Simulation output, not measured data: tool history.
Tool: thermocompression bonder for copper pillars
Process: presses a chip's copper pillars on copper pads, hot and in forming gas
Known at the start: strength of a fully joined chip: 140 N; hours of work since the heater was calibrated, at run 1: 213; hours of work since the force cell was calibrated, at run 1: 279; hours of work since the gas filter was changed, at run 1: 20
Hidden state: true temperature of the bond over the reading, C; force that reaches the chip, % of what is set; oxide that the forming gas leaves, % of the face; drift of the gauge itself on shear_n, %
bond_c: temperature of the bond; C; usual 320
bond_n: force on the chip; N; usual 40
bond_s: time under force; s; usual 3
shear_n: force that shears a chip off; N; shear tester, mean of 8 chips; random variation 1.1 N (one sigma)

run	hour	bond_c	bond_n	bond_s	hours of work since the heater was calibrated	hours of work since the force cell was calibrated	hours of work since the gas filter was changed	shear_n
1	0.0	320	40	3	213	279	20	105.2
2	10.2	320	40	3	219	285	26	103.1
3	21.0	320	40	3	225	291	32	101.8
4	28.3	320	40	3	230	296	37	104.2
5	41.2	320	40	6	237	303	44	117.1
6	49.3	320	40	6	242	308	49	120.7
7	60.5	320	40	6	248	314	55	117.0
8	66.5	318	40	3	252	318	59	99.2
9	75.9	320	40	3	257	323	64	103.0
10	81.4	320	40	3	261	326	68	104.0
11	92.6	330	57	8	267	333	74	135.7
12	98.0	308	25	2	270	336	77	53.9
13	106.8	291	40	3	275	341	82	80.8
14	115.5	315	24	3	280	346	87	66.7
15	125.0	308	37	5	286	352	93	102.8
16	137.4	308	37	5	293	359	100	102.9
17	148.9	346	53	6	300	366	107	138.5
18	159.0	293	41	7	306	372	113	106.4
# hour 165.0: forming gas filter changed
19	172.3	293	47	5	313	379	4	106.1
20	182.2	293	30	2	319	385	10	55.0

Forecast each of these 3 alternatives for the next run:
A	190.6	302	54	8	324	390	15	?
B	190.6	293	38	3	324	390	15	?
C	190.6	294	29	2	324	390	15	?

run	shear_n
A	129.7
B	81.1
C	54.7
Without the tool's hidden state the same runs would have given:
run	shear_n
A	129.8
B	81.2
C	54.8
